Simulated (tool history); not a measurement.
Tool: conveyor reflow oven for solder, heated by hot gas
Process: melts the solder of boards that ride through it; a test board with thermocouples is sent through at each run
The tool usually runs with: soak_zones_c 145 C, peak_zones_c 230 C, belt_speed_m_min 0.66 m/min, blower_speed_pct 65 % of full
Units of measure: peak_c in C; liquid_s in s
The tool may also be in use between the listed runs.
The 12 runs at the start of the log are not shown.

| run | hour | soak_zones_c | peak_zones_c | belt_speed_m_min | blower_speed_pct | peak_c | liquid_s |
|---|---|---|---|---|---|---|---|
| 13 | 317.8 | 152 | 230 | 0.66 | 65 | 209 | 45.1 |
| 14 | 353.2 | 145 | 230 | 0.66 | 65 | 207.3 | 40.1 |
| 15 | 367.9 | 145 | 230 | 0.66 | 65 | 206.8 | 40.5 |
| 16 | 397.5 | 145 | 240 | 0.66 | 85 | 221.1 | 51.1 |
| 17 | 414.3 | 151 | 230 | 0.66 | 65 | 208 | 43.3 |
| 18 | 447.7 | 151 | 230 | 0.66 | 65 | 207.7 | 42.9 |
| 19 | 462.8 | 145 | 233 | 0.66 | 65 | 208.2 | 41.5 |
| 20 | 493.2 | 136 | 232 | 0.64 | 77 | 210.3 | 42.7 |
| 21 | 512.5 | 145 | 230 | 0.554 | 65 | 212.1 | 54.7 |
| 22 | 528.1 | 145 | 230 | 0.673 | 65 | 204.8 | 37 |
|  | 535.7 | flux residue cleaned out of gas plates and filters |
| 23 | 562.1 | 149 | 230 | 0.66 | 88 | 218.1 | 51.8 |
| 24 | 595 | 145 | 230 | 0.553 | 73 | 217.7 | 60.7 |
| 25 | 609.6 | 145 | 230 | 0.553 | 73 | 218 | 60.9 |
| 26 | 628 | 145 | 230 | 0.553 | 56 | 211.8 | 55 |
| 27 | 659.1 | 145 | 230 | 0.553 | 56 | 212.1 | 54.5 |
| 28 | 679.8 | 145 | 230 | 0.574 | 56 | 210.3 | 50.7 |
| 29 | 699.4 | 145 | 239 | 0.574 | 52 | 215.7 | 54.6 |
| 30 | 714.4 | 150 | 241 | 0.668 | 73 | 221.3 | 53 |

Branching from run 30: 4 alternative next runs. What would each branch give?
| A | 742.3 | 145 | 227 | 0.66 | 51 | ? | ? |
| B | 742.3 | 151 | 244 | 0.66 | 57 | ? | ? |
| C | 742.3 | 150 | 228 | 0.668 | 73 | ? | ? |
| D | 742.3 | 150 | 227 | 0.668 | 71 | ? | ? |

| run | peak_c | liquid_s |
|---|---|---|
| A | 199.6 | 32 |
| B | 217.7 | 51.1 |
| C | 211 | 46.8 |
| D | 209.5 | 44.3 |
With the hidden condition removed and each run's random variation left untouched, the same runs would have given:
| run | peak_c | liquid_s |
|---|---|---|
| A | 199.3 | 31.4 |
| B | 217.5 | 50.5 |
| C | 210.9 | 46.4 |
| D | 209.4 | 44 |
